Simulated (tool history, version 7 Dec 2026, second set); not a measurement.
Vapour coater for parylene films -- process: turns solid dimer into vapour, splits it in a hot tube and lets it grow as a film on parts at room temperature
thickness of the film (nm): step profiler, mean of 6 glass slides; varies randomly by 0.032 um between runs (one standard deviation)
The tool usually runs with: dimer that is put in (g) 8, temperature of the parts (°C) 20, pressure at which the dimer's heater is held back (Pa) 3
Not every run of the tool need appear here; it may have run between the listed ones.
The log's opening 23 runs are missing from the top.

run   hour  dimer that is put in (g)  temperature of the parts (°C)  pressure at which the dimer's heater is held back (Pa)  hours of work since the trap's valve was overhauled  hours of work since the table's thermometer was calibrated  thickness of the film (nm)
 24    539                         4                             20                                                       3                                                  184                                                         585                        1880
 25  554.2                         4                             20                                                    3.78                                                  194                                                         595                        1830
 26  584.9                         4                             20                                                    3.78                                                  214                                                         614                        1810
 27  601.1                         7                             22                                                    4.16                                                  224                                                         625                        2940
 28  632.4                         8                             25                                                       5                                                  244                                                         645                        2850
 29    656                         8                             25                                                       5                                                  259                                                         660                        2800
 30  672.1                        13                             18                                                       5                                                  270                                                         671                        6130
 31  696.2                         8                             17                                                    3.44                                                  285                                                         686                        4020
 32  723.8                         8                             17                                                    3.44                                                  303                                                         704                        4040
 33    755                         8                             14                                                       3                                                  323                                                         724                        4530
 34  782.8                         4                             28                                                       3                                                  341                                                         742                        1320
 35  815.2                         3                             23                                                    4.97                                                  362                                                         763                        1130
 36  843.9                        11                             19                                                   10.34                                                  380                                                         781                        4360
 37  860.3                         4                             23                                                   11.57                                                  391                                                         792                        1350

Forecast each of these 3 alternatives for the next run:
     880.2  -- trap's valve overhauled
  A  880.8                         4                             23                                                    2.32                                                    0                                                         802                           ?
     880.2  -- trap's valve overhauled
  B  880.8                         7                             14                                                   11.57                                                    0                                                         802                           ?
     880.2  -- trap's valve overhauled
  C  880.8                        12                             20                                                    3.55                                                    0                                                         802                           ?

run  thickness of the film (nm)
  A                        1830
  B                        3890
  C                        6060
Without the tool's hidden state the same runs would have given:
run  thickness of the film (nm)
  A                        1820
  B                        3850
  C                        6000
